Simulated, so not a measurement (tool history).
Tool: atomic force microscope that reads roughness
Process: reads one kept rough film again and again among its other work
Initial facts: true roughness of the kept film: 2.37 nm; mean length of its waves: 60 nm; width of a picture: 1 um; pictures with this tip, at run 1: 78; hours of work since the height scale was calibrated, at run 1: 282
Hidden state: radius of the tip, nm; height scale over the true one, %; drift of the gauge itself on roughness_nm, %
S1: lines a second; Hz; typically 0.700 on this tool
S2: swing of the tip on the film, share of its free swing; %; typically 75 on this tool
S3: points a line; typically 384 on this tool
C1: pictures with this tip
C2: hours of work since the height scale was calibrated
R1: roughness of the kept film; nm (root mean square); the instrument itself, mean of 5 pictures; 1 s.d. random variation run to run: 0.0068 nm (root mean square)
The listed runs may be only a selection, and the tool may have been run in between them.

run    day     S1  S2   S3   C1   C2     R1
  1  0.000  0.700  75  384   78  282  2.211
  2  0.562  0.700  75  384  103  292  2.194
  3  1.154  0.700  75  384  130  303  2.196
  4  1.433  0.700  75  384  143  308  2.186
  5  1.988  0.700  75  384  168  318  2.187
  6  2.312  0.700  90  384  183  324  2.092
  7  2.579  0.700  90  384  195  329  2.107
  8  3.125  0.700  90  384  220  339  2.086
  9  3.558  0.564  68  529  240  347  2.189
     3.862  -- new tip fitted
 10  4.096  0.925  88  587   11  357  2.133
 11  4.662  0.925  88  587   37  367  2.125
 12  5.146  0.925  88  587   59  376  2.118
 13  5.733  0.925  88  587   86  387  2.108

Forecast run 14:
 14  6.196  0.925  88  587  107  396   ?

Run 14 produced R1 2.105 nm (root mean square).
Take away the tool's hidden state, keep the run-to-run variation as it was, and the same run would have given R1 2.144 nm (root mean square).
